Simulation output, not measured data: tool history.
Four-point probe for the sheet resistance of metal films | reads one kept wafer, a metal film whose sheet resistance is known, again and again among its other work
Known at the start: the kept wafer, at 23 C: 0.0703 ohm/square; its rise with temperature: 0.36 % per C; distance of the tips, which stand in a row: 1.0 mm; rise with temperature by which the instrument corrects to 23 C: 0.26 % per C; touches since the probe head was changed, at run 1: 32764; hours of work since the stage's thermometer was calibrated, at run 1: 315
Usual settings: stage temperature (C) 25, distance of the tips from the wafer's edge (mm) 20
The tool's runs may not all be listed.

run,hour,stage temperature (C),distance of the tips from the wafer's edge (mm),touches since the probe head was changed,hours of work since the stage's thermometer was calibrated,sheet resistance as the instrument gives it (ohm/square)
1,0.0,25,20,32764,315,0.070518
2,28.6,25,20,33473,336,0.070548
3,47.3,25,20,33939,350,0.070545
4,91.4,25,20,35035,382,0.070544
5,133.9,25,20,36090,413,0.070527
6,165.6,25,28,36876,437,0.070508
7,189.2,27,20,37462,454,0.070702
8,231.8,27,20,38521,485,0.070658
9,258.5,27,20,39184,505,0.070674
10,288.3,25,20,39923,526,0.070537
11,319.3,25,20,40693,549,0.070542
12,361.3,25,20,41736,580,0.070519
13,393.3,25,20,42532,603,0.070534
14,421.5,25,20,43230,624,0.070552
15,448.6,25,11,43904,644,0.070774
16,484.5,19,20,44795,670,0.070091
17,504.3,25,4,45286,684,0.072743
18,531.5,25,4,45964,704,0.072727
19,550.9,25,4,46445,718,0.072760
20,574.8,25,12,47039,736,0.070716
21,616.1,25,12,48065,766,0.070707
22,639.7,32,12,48650,783,0.071223
23,680.1,32,12,49653,813,0.071233
24,706.2,26,4,50300,832,0.072825
25,748.0,20,13,51339,862,0.070283
26,773.5,25,6,51974,881,0.071473
27,812.5,26,71,52940,910,0.070551
28,857.9,32,20,54067,943,0.071026
29,899.4,32,20,55099,973,0.071037
30,945.0,25,37,56232,1007,0.070475
31,979.2,26,4,57081,1032,0.072814
32,1011.7,30,5,57888,1055,0.072299
33,1047.7,30,5,58783,1082,0.072297
34,1089.0,18,20,59806,1112,0.070030
35,1131.2,20,12,60854,1143,0.070347
36,1155.2,20,12,61451,1160,0.070352
37,1192.2,20,50,62371,1187,0.070092
38,1216.3,25,4,62968,1205,0.072735
39,1239.1,32,30,63535,1222,0.070996
40,1267.8,25,15,64248,1243,0.070609
41,1298.0,27,71,64996,1265,0.070603
42,1336.6,23,5,65957,1293,0.071800
43,1373.7,27,29,66877,1320,0.070639
44,1404.6,26,10,67645,1343,0.070890
45,1437.9,26,4,68473,1367,0.072811

Forecast each of these 3 alternatives for the next run:
A,1481.4,32,29,69553,1399,?
B,1481.4,33,21,69553,1399,?
C,1481.4,23,19,69553,1399,?

run,sheet resistance as the instrument gives it (ohm/square)
A,0.071010
B,0.071162
C,0.070404
Without the tool's hidden state the same runs would have given:
run,sheet resistance as the instrument gives it (ohm/square)
A,0.071013
B,0.071165
C,0.070407
